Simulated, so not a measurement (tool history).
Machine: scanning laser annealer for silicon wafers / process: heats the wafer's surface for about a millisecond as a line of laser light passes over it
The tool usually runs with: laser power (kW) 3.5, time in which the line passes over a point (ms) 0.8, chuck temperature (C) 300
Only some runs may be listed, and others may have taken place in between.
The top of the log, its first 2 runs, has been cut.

run     day  laser power (kW)  time in which the line passes over a point (ms)  chuck temperature (C)  highest temperature of the surface (C)
  3   1.338             3.717                                              0.8                    300                                    1198
  4   1.792             3.717                                              0.8                    300                                    1197
  5   2.171             3.717                                              0.8                    300                                    1199
  6   2.808             3.717                                              0.8                    300                                    1197
  7   3.392               3.5                                              0.8                    300                                    1143
  8   3.775               3.5                                              0.8                    300                                    1140
  9   4.562               3.5                                              0.8                    300                                    1144
 10   5.183               3.5                                              0.8                    300                                    1141
 11   5.738               3.5                                              0.8                    300                                    1142
 12   6.408               3.5                                              0.8                    300                                    1139
 13   7.112               3.5                                              0.8                    300                                    1142
 14   7.746               3.5                                              0.8                    300                                    1140
 15   8.596               3.5                                              0.8                    300                                    1145
 16   9.092               3.5                                            0.698                    300                                    1085
 17   9.854               3.5                                            0.658                    300                                    1057
 18  10.654               3.5                                              0.8                    300                                    1141
 19  11.038               3.5                                              0.8                    300                                    1137
 20  11.746               3.5                                              0.8                    300                                    1140
 21  12.438             3.099                                            0.931                    300                                    1093
 22  13.046               3.5                                            0.889                    329                                    1215
 23  13.696               3.5                                            0.889                    329                                    1217
 24  14.446             3.213                                            0.722                    298                                    1025
 25  14.917             3.308                                            0.565                    338                                     994
 26  15.304             3.816                                             0.66                    309                                    1141

Estimate the outcome of run 27 from the log above:
 27  16.033             3.059                                            0.615                    305                                       ?

For run 27 the tool returned highest temperature of the surface (C) 937.
With the hidden condition absent and the run-to-run variation left alone, this run would have shown highest temperature of the surface (C) 938.

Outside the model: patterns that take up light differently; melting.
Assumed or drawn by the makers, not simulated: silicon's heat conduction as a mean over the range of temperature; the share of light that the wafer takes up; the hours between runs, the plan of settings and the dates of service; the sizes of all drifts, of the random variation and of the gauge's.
